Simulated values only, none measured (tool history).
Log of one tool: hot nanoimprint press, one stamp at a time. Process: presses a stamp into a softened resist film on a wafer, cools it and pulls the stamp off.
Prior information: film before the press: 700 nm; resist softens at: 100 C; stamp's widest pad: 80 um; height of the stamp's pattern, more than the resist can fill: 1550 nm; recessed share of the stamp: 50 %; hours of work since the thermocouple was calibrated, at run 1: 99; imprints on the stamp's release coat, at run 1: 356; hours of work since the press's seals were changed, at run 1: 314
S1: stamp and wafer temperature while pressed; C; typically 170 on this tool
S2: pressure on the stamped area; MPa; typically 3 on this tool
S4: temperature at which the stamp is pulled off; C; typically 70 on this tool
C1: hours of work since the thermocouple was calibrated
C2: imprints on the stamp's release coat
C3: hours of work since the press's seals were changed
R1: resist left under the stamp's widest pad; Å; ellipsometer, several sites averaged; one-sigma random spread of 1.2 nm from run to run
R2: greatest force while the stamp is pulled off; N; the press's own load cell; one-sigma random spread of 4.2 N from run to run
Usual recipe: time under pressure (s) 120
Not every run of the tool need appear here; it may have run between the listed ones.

Run 1, day 0: usual settings; C1 99; C2 356; C3 314. Result: R1 3433 Å, R2 219 N.
Run 2, day 2.875: usual settings; C1 143; C2 685; C3 358. Result: R1 3399 Å, R2 225 N.
Run 3, day 4.579: usual settings; C1 169; C2 880; C3 384. Result: R1 3412 Å, R2 233 N.
Run 4, day 6.704: usual settings but S2 2.14 MPa; C1 201; C2 1123; C3 416. Result: R1 3861 Å, R2 232 N.
Run 5, day 9.342: usual settings but S2 2.14 MPa; C1 241; C2 1425; C3 456. Result: R1 3857 Å, R2 258 N.
Run 6, day 11.917: usual settings but S2 3.26 MPa; C1 280; C2 1719; C3 495. Result: R1 3242 Å, R2 256 N.
At day 12.683: plate thermocouple calibrated.
Run 7, day 14.292: usual settings but S2 3.26 MPa; C1 24; C2 1977; C3 529. Result: R1 3357 Å, R2 282 N.
Run 8, day 15.612: usual settings but S2 3.26 MPa; C1 44; C2 2128; C3 549. Result: R1 3348 Å, R2 280 N.
Run 9, day 18.233: usual settings but S2 3.26 MPa; C1 84; C2 2428; C3 589. Result: R1 3307 Å, R2 283 N.
At day 19.058: stamp cleaned and given a new release coat.
Run 10, day 21.008: usual settings but S2 3.26 MPa; C1 123; C2 223; C3 628. Result: R1 3324 Å, R2 210 N.
Run 11, day 23.425: usual settings but S2 3.26 MPa; C1 159; C2 500; C3 664. Result: R1 3326 Å, R2 216 N.
Run 12, day 26.312: usual settings but S2 3.26 MPa; C1 203; C2 830; C3 708. Result: R1 3282 Å, R2 237 N.
At day 28.379: press's hydraulic seals changed and the load cell set to zero.
Run 13, day 28.404: usual settings but S2 3.26 MPa; C1 230; C2 1031; C3 0. Result: R1 3283 Å, R2 234 N.
Run 14, day 31.442: usual settings but S2 3.26 MPa; C1 276; C2 1379; C3 47. Result: R1 3241 Å, R2 250 N.
At day 32.479: plate thermocouple calibrated.
Run 15, day 34.412: usual settings but S2 3.26 MPa; C1 29; C2 1704; C3 90. Result: R1 3330 Å, R2 258 N.
Run 16, day 36.808: usual settings but S1 158 C, time under pressure (s) 174; C1 66; C2 1978; C3 126. Result: R1 4459 Å, R2 258 N.
Run 17, day 38.488: usual settings but S1 158 C, time under pressure (s) 174; C1 91; C2 2171; C3 152. Result: R1 4451 Å, R2 287 N.
Run 18, day 40.446: usual settings but S1 158 C, time under pressure (s) 174; C1 121; C2 2394; C3 181. Result: R1 4429 Å, R2 283 N.
At day 41.592: stamp cleaned and given a new release coat.
Run 19, day 42.425: usual settings but S2 2.1 MPa, time under pressure (s) 103; C1 147; C2 96; C3 208. Result: R1 4092 Å, R2 201 N.
Run 20, day 44.646: usual settings but S1 176 C; C1 181; C2 350; C3 241. Result: R1 2769 Å, R2 210 N.
Run 21, day 47.296: usual settings but S1 176 C; C1 221; C2 653; C3 282. Result: R1 2759 Å, R2 225 N.
Run 22, day 49.621: usual settings but S1 162 C, time under pressure (s) 212, S4 75 C; C1 257; C2 919; C3 317. Result: R1 3582 Å, R2 222 N.
Run 23, day 51.454: usual settings but S1 171 C, S2 2.66 MPa, time under pressure (s) 85, S4 75 C; C1 284; C2 1129; C3 345. Result: R1 3841 Å, R2 232 N.
At day 51.921: plate thermocouple calibrated.
Run 24, day 53.571: usual settings but S2 2.02 MPa; C1 25; C2 1357; C3 375. Result: R1 4022 Å, R2 245 N.
Run 25, day 56.346: usual settings but S1 172 C, S2 4.64 MPa, time under pressure (s) 109, S4 69 C; C1 67; C2 1674; C3 417. Result: R1 2778 Å, R2 266 N.
Run 26, day 58.821: usual settings but S1 172 C, S2 4.64 MPa, time under pressure (s) 109, S4 69 C; C1 105; C2 1957; C3 455. Result: R1 2789 Å, R2 270 N.
Run 27, day 60.133: usual settings but S1 167 C, S2 4.32 MPa, time under pressure (s) 66, S4 56 C; C1 125; C2 2108; C3 475. Result: R1 4059 Å, R2 298 N.
Run 28, day 61.475: usual settings but time under pressure (s) 134; C1 145; C2 2261; C3 495. Result: R1 3255 Å, R2 271 N.
At day 63.838: stamp cleaned and given a new release coat.
Run 29, day 64.379: usual settings but S1 177 C, S2 2.94 MPa, time under pressure (s) 134; C1 185; C2 62; C3 535. Result: R1 2600 Å, R2 206 N.
Run 30, day 65.908: usual settings but S1 177 C, S2 2.94 MPa, time under pressure (s) 134; C1 209; C2 237; C3 559. Result: R1 2573 Å, R2 210 N.

The logged runs with the hidden state left out (each run's random variation unchanged):
The tool's hidden condition here consists of: true temperature over the reading, C; pressure that arrives at the usual setting, %; grip of the stamp's worn release coat, % over a new coat's; drift of the gauge itself on residual_nm, %; drift of the gauge itself on pull_off_n, %.
run    R1   R2
  1  3464  207
  2  3445  203
  3  3466  203
  4  3931  195
  5  3941  209
  6  3328  199
  7  3352  210
  8  3349  205
  9  3319  200
 10  3347  203
 11  3358  200
 12  3328  209
 13  3349  200
 14  3321  203
 15  3352  200
 16  4503  194
 17  4506  210
 18  4495  200
 19  4161  198
 20  2826  199
 21  2827  204
 22  3690  193
 23  3947  196
 24  4026  199
 25  2771  208
 26  2791  203
 27  4073  219
 28  3284  196
 29  2631  204
 30  2609  203
